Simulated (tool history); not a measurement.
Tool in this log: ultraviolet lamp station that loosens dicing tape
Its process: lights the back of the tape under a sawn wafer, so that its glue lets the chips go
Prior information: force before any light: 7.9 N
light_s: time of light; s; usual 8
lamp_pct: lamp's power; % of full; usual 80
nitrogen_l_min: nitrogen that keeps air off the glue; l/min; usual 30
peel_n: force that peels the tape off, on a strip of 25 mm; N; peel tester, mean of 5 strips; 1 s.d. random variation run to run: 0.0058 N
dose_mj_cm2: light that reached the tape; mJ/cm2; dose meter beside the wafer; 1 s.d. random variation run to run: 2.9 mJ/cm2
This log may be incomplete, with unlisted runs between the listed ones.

{"run": 1, "day": 0.0, "light_s": 8, "lamp_pct": 80, "nitrogen_l_min": 30, "peel_n": 0.149, "dose_mj_cm2": 416}
{"run": 2, "day": 1.075, "light_s": 8, "lamp_pct": 80, "nitrogen_l_min": 30, "peel_n": 0.139, "dose_mj_cm2": 424}
{"run": 3, "day": 2.354, "light_s": 8, "lamp_pct": 85, "nitrogen_l_min": 30, "peel_n": 0.125, "dose_mj_cm2": 451}
{"run": 4, "day": 3.817, "light_s": 8, "lamp_pct": 80, "nitrogen_l_min": 30, "peel_n": 0.15, "dose_mj_cm2": 421}
{"day": 4.267, "done": "window cleaned of glue's vapour"}
{"run": 5, "day": 4.625, "light_s": 8, "lamp_pct": 80, "nitrogen_l_min": 30, "peel_n": 0.156, "dose_mj_cm2": 416}
{"run": 6, "day": 5.5, "light_s": 8, "lamp_pct": 80, "nitrogen_l_min": 30, "peel_n": 0.161, "dose_mj_cm2": 425}
{"run": 7, "day": 6.396, "light_s": 8, "lamp_pct": 80, "nitrogen_l_min": 30, "peel_n": 0.156, "dose_mj_cm2": 422}
{"run": 8, "day": 7.604, "light_s": 6, "lamp_pct": 80, "nitrogen_l_min": 30, "peel_n": 0.337, "dose_mj_cm2": 314}
{"run": 9, "day": 8.296, "light_s": 6, "lamp_pct": 80, "nitrogen_l_min": 30, "peel_n": 0.346, "dose_mj_cm2": 319}
{"run": 10, "day": 9.067, "light_s": 12, "lamp_pct": 80, "nitrogen_l_min": 30, "peel_n": 0.061, "dose_mj_cm2": 635}
{"run": 11, "day": 9.7, "light_s": 8, "lamp_pct": 80, "nitrogen_l_min": 30, "peel_n": 0.147, "dose_mj_cm2": 418}
{"run": 12, "day": 11.038, "light_s": 8, "lamp_pct": 80, "nitrogen_l_min": 30, "peel_n": 0.15, "dose_mj_cm2": 423}
{"run": 13, "day": 12.367, "light_s": 8, "lamp_pct": 80, "nitrogen_l_min": 30, "peel_n": 0.156, "dose_mj_cm2": 421}
{"run": 14, "day": 13.621, "light_s": 14, "lamp_pct": 81, "nitrogen_l_min": 15, "peel_n": 0.079, "dose_mj_cm2": 744}
{"run": 15, "day": 14.521, "light_s": 14, "lamp_pct": 81, "nitrogen_l_min": 15, "peel_n": 0.067, "dose_mj_cm2": 744}
{"run": 16, "day": 15.517, "light_s": 7, "lamp_pct": 97, "nitrogen_l_min": 30, "peel_n": 0.124, "dose_mj_cm2": 446}
{"run": 17, "day": 16.138, "light_s": 10, "lamp_pct": 80, "nitrogen_l_min": 45, "peel_n": 0.066, "dose_mj_cm2": 529}
{"run": 18, "day": 16.779, "light_s": 16, "lamp_pct": 76, "nitrogen_l_min": 11, "peel_n": 0.075, "dose_mj_cm2": 796}
{"run": 19, "day": 18.204, "light_s": 8, "lamp_pct": 93, "nitrogen_l_min": 18, "peel_n": 0.163, "dose_mj_cm2": 493}
{"run": 20, "day": 19.233, "light_s": 8, "lamp_pct": 77, "nitrogen_l_min": 46, "peel_n": 0.115, "dose_mj_cm2": 407}
{"run": 21, "day": 20.45, "light_s": 8, "lamp_pct": 77, "nitrogen_l_min": 46, "peel_n": 0.119, "dose_mj_cm2": 408}
{"run": 22, "day": 21.862, "light_s": 8, "lamp_pct": 77, "nitrogen_l_min": 46, "peel_n": 0.117, "dose_mj_cm2": 407}
{"run": 23, "day": 23.242, "light_s": 8, "lamp_pct": 77, "nitrogen_l_min": 46, "peel_n": 0.115, "dose_mj_cm2": 402}

3 ways to go on from here, each from the tool as it stands after run 23. What would each give?
{"run": "A", "day": 24.075, "light_s": 6, "lamp_pct": 80, "nitrogen_l_min": 30, "peel_n": "?", "dose_mj_cm2": "?"}
{"run": "B", "day": 24.075, "light_s": 8, "lamp_pct": 77, "nitrogen_l_min": 12, "peel_n": "?", "dose_mj_cm2": "?"}
{"run": "C", "day": 24.075, "light_s": 8, "lamp_pct": 87, "nitrogen_l_min": 35, "peel_n": "?", "dose_mj_cm2": "?"}

run=A peel_n=0.363 dose_mj_cm2=313
run=B peel_n=0.434 dose_mj_cm2=403
run=C peel_n=0.107 dose_mj_cm2=459
Take away the tool's hidden state, keep each run's random variation, and the runs would have read:
run=A peel_n=0.361 dose_mj_cm2=313
run=B peel_n=0.432 dose_mj_cm2=404
run=C peel_n=0.107 dose_mj_cm2=460
